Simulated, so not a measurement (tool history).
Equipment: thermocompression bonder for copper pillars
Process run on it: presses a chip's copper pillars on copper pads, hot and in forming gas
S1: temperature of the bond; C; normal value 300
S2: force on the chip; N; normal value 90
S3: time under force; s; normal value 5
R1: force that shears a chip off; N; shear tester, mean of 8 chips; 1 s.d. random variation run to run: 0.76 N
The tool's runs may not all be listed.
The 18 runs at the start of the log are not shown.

{"run": 19, "hour": 610.4, "S1": 293, "S2": 90, "S3": 5, "R1": 52.6}
{"run": 20, "hour": 639.4, "S1": 293, "S2": 90, "S3": 5, "R1": 52.5}
{"run": 21, "hour": 677.5, "S1": 293, "S2": 90, "S3": 5, "R1": 53.0}
{"run": 22, "hour": 699.7, "S1": 300, "S2": 120, "S3": 3, "R1": 61.2}
{"run": 23, "hour": 739.3, "S1": 286, "S2": 104, "S3": 7, "R1": 60.6}
{"run": 24, "hour": 763.7, "S1": 294, "S2": 91, "S3": 5, "R1": 53.2}
{"run": 25, "hour": 791.1, "S1": 294, "S2": 91, "S3": 5, "R1": 52.9}
{"run": 26, "hour": 810.9, "S1": 294, "S2": 115, "S3": 5, "R1": 65.2}
{"hour": 849.8, "done": "forming gas filter changed"}
{"run": 27, "hour": 849.8, "S1": 294, "S2": 115, "S3": 3, "R1": 56.7}
{"run": 28, "hour": 881.6, "S1": 316, "S2": 90, "S3": 10, "R1": 81.8}
{"run": 29, "hour": 922.3, "S1": 316, "S2": 90, "S3": 10, "R1": 81.6}
{"run": 30, "hour": 951.5, "S1": 316, "S2": 90, "S3": 10, "R1": 80.9}
{"run": 31, "hour": 975.7, "S1": 316, "S2": 60, "S3": 11, "R1": 62.7}
{"run": 32, "hour": 998.4, "S1": 290, "S2": 123, "S3": 3, "R1": 58.6}
{"run": 33, "hour": 1030.3, "S1": 300, "S2": 57, "S3": 4, "R1": 32.2}
{"run": 34, "hour": 1065.7, "S1": 300, "S2": 57, "S3": 4, "R1": 32.6}
{"run": 35, "hour": 1092.6, "S1": 300, "S2": 57, "S3": 4, "R1": 32.8}
{"run": 36, "hour": 1133.9, "S1": 291, "S2": 65, "S3": 11, "R1": 49.0}
{"run": 37, "hour": 1156.4, "S1": 291, "S2": 65, "S3": 11, "R1": 48.8}
{"run": 38, "hour": 1179.4, "S1": 272, "S2": 85, "S3": 7, "R1": 42.3}
{"run": 39, "hour": 1207.0, "S1": 272, "S2": 85, "S3": 7, "R1": 40.2}
{"run": 40, "hour": 1241.6, "S1": 272, "S2": 60, "S3": 3, "R1": 20.6}
{"run": 41, "hour": 1286.8, "S1": 272, "S2": 60, "S3": 3, "R1": 20.2}

Alternative continuations, all from the tool just after run 41; predict every row:
{"run": "A", "hour": 1318.3, "S1": 317, "S2": 95, "S3": 5, "R1": "?"}
{"run": "B", "hour": 1318.3, "S1": 274, "S2": 60, "S3": 3, "R1": "?"}
{"run": "C", "hour": 1318.3, "S1": 273, "S2": 90, "S3": 5, "R1": "?"}

run=A R1=72.1
run=B R1=20.0
run=C R1=38.5
With no hidden state in the tool, these same runs would have given:
run=A R1=72.8
run=B R1=20.3
run=C R1=39.0

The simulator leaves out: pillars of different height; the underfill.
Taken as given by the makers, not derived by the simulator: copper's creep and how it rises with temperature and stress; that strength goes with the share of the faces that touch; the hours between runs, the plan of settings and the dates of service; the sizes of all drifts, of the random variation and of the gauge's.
